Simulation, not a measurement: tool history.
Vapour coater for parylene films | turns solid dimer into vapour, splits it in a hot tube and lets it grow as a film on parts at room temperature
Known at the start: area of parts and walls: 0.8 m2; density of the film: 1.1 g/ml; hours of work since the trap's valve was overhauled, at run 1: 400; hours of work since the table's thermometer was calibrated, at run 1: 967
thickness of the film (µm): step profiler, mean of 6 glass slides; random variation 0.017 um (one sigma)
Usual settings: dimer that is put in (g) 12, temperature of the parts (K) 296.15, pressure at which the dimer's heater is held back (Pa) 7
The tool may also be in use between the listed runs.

run	hour	dimer that is put in (g)	temperature of the parts (K)	pressure at which the dimer's heater is held back (Pa)	hours of work since the trap's valve was overhauled	hours of work since the table's thermometer was calibrated	thickness of the film (µm)
1	0	12	296.15	7	400	967	5.86
2	30.9	12	296.15	7	424	991	5.81
3	53.3	12	296.15	7	441	1008	5.81
# hour 79.4: trap's valve overhauled
4	83.9	5	296.15	7	3	1029	2.35
5	109.7	5	296.15	7	23	1049	2.34
6	141.4	5	296.15	2.52	48	1074	2.56
7	168.2	5	296.15	2.52	69	1094	2.58
# hour 174.3: trap's valve overhauled, once more
8	201.7	5	296.15	2.52	21	1117	2.85
9	223.1	5	296.15	2.52	38	1134	2.86
10	242.7	12	296.15	7	53	1149	6.18
11	268.7	12	288.15	7	73	1169	9.07
12	300.4	10	296.15	7	98	1194	5.1
13	321.9	12	296.15	7	114	1210	6.13
14	349.2	12	298.15	7	136	1232	5.59
15	372.4	12	298.15	7	154	1250	5.54
16	396.5	12	298.15	7	172	1268	5.56
17	414	12	298.15	7	186	1282	5.52
18	447.5	10	296.15	7	212	1308	5.08
19	466.4	18	296.15	7	227	1322	9.1
20	500.2	18	296.15	7	253	1349	9.1
21	515.3	12	296.15	7	264	1360	6.07
22	536.7	12	296.15	7	281	1377	6.04
23	559.8	12	296.15	7	299	1395	6.05
24	574.3	15	296.15	10.48	310	1406	7.23
25	601.6	15	292.15	2.09	331	1427	10.28
26	615.9	11	292.15	7.59	343	1438	6.63
27	642.8	11	292.15	7.59	363	1459	6.61
28	665.5	14	289.15	6.42	381	1477	9.88
29	682.4	14	289.15	6.42	394	1490	9.87
30	705.8	14	289.15	6.42	412	1508	9.91
31	720.8	14	289.15	6.42	424	1520	9.84
32	742.6	8	307.15	8.05	441	1537	2.31
# hour 769.7: trap's valve overhauled
33	770.7	8	296.15	7	1	1555	4.22
34	790	17	306.15	7	16	1570	5.54
35	808.7	12	296.15	2.37	30	1585	7.04
36	832	12	296.15	2.37	48	1603	6.94
37	852.9	12	296.15	2.37	64	1619	7.01
38	874.1	17	292.15	2.4	81	1636	11.98
39	888.5	16	298.15	5.98	92	1647	7.72
40	911.8	16	298.15	5.98	110	1665	7.7
41	929.7	15	292.15	2.08	124	1679	10.67
42	945.5	6	300.15	2.25	136	1691	2.88
43	978.9	7	302.15	3.16	162	1717	2.94
44	1005.3	10	290.15	7.97	183	1737	6.82
45	1026.6	6	303.15	2.22	199	1754	2.48
# hour 1059.7: table's thermometer calibrated
46	1059.8	12	296.15	2.49	224	0	6.35

5 ways to go on from here, each from the tool as it stands after run 46. What would each give?
A	1076.9	17	295.15	9.36	237	13	?
B	1076.9	12	296.15	7.89	237	13	?
C	1076.9	16	292.15	3.88	237	13	?
D	1076.9	12	302.15	2.49	237	13	?
E	1076.9	8	290.15	2.49	237	13	?

run	thickness of the film (µm)
A	8.28
B	5.67
C	9.85
D	4.76
E	5.66
Without the tool's hidden state the same runs would have given:
run	thickness of the film (µm)
A	8.58
B	5.87
C	10.2
D	4.93
E	5.87
